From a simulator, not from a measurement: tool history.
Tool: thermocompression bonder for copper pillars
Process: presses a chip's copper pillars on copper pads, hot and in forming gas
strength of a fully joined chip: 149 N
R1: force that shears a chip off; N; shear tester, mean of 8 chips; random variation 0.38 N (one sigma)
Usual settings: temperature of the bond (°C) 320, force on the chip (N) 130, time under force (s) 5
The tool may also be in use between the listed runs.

Run 1, hour 0: usual settings. Result: R1 52.4 N.
Run 2, hour 5.5: usual settings. Result: R1 52.7 N.
Run 3, hour 10.3: usual settings but temperature of the bond (°C) 349. Result: R1 72.6 N.
Run 4, hour 18.2: usual settings. Result: R1 52.2 N.
Run 5, hour 22: usual settings but temperature of the bond (°C) 311. Result: R1 46.3 N.
Run 6, hour 26.4: usual settings. Result: R1 52.1 N.
Run 7, hour 31.5: usual settings. Result: R1 52.2 N.
Run 8, hour 40.5: usual settings. Result: R1 52.7 N.
Run 9, hour 44.5: usual settings but time under force (s) 6. Result: R1 55.7 N.
Run 10, hour 50.3: usual settings but time under force (s) 6. Result: R1 56.3 N.
Run 11, hour 57.5: usual settings but time under force (s) 6. Result: R1 55.9 N.
Run 12, hour 66.8: usual settings but time under force (s) 6. Result: R1 55.3 N.
Run 13, hour 72.5: usual settings but time under force (s) 6. Result: R1 56 N.
Run 14, hour 80.3: usual settings but time under force (s) 6. Result: R1 56.6 N.
Run 15, hour 84.2: usual settings but temperature of the bond (°C) 325, time under force (s) 6. Result: R1 59.2 N.
Run 16, hour 88.9: usual settings but temperature of the bond (°C) 325, time under force (s) 6. Result: R1 59.3 N.
At hour 96.1: forming gas filter changed.
Run 17, hour 97.2: usual settings but temperature of the bond (°C) 325, time under force (s) 6. Result: R1 59.9 N.
Run 18, hour 103.9: usual settings but temperature of the bond (°C) 325, time under force (s) 6. Result: R1 59.6 N.
Run 19, hour 112.9: usual settings but temperature of the bond (°C) 325, force on the chip (N) 131, time under force (s) 13. Result: R1 79 N.
Run 20, hour 119.6: usual settings but temperature of the bond (°C) 291, force on the chip (N) 122, time under force (s) 8. Result: R1 41.3 N.
Run 21, hour 127: usual settings but temperature of the bond (°C) 291, force on the chip (N) 103, time under force (s) 4. Result: R1 27.2 N.
Run 22, hour 134.9: usual settings but force on the chip (N) 80. Result: R1 39.2 N.
Run 23, hour 140: usual settings but force on the chip (N) 163, time under force (s) 7. Result: R1 67.4 N.
Run 24, hour 149: usual settings but temperature of the bond (°C) 345, force on the chip (N) 163, time under force (s) 7. Result: R1 87.7 N.
Run 25, hour 155.1: usual settings but temperature of the bond (°C) 345, force on the chip (N) 193, time under force (s) 3. Result: R1 72.7 N.
Run 26, hour 159.5: usual settings but temperature of the bond (°C) 314. Result: R1 48.1 N.
Run 27, hour 165.2: usual settings but temperature of the bond (°C) 314. Result: R1 48.1 N.
Run 28, hour 173.3: usual settings but temperature of the bond (°C) 343, force on the chip (N) 120. Result: R1 65.7 N.
Run 29, hour 181.2: usual settings but temperature of the bond (°C) 343, force on the chip (N) 120. Result: R1 65.5 N.
Run 30, hour 188.4: usual settings but force on the chip (N) 116. Result: R1 49.2 N.
Run 31, hour 195.1: usual settings but force on the chip (N) 116. Result: R1 49.4 N.
Run 32, hour 203.5: usual settings but force on the chip (N) 116. Result: R1 48.6 N.
Run 33, hour 207.4: usual settings but temperature of the bond (°C) 345, force on the chip (N) 114. Result: R1 64.8 N.
Run 34, hour 212.8: usual settings but temperature of the bond (°C) 310, force on the chip (N) 106, time under force (s) 12. Result: R1 57.3 N.
Run 35, hour 218.3: usual settings but temperature of the bond (°C) 291, force on the chip (N) 82, time under force (s) 6. Result: R1 28.1 N.
Run 36, hour 225.7: usual settings but temperature of the bond (°C) 291, force on the chip (N) 123, time under force (s) 6. Result: R1 36.4 N.

3 ways to go on from here, each from the tool as it stands after run 36. What would each give?
Run A, hour 233.2: usual settings but temperature of the bond (°C) 331, force on the chip (N) 123, time under force (s) 6. Result: R1 ?.
Run B, hour 233.2: usual settings but temperature of the bond (°C) 345, force on the chip (N) 120. Result: R1 ?.
Run C, hour 233.2: usual settings but temperature of the bond (°C) 324, force on the chip (N) 123, time under force (s) 15. Result: R1 ?.

run    R1
  A  62.1
  B  66.6
  C  79.6
Without the tool's hidden state the same runs would have given:
run    R1
  A  62.4
  B  66.9
  C  79.9
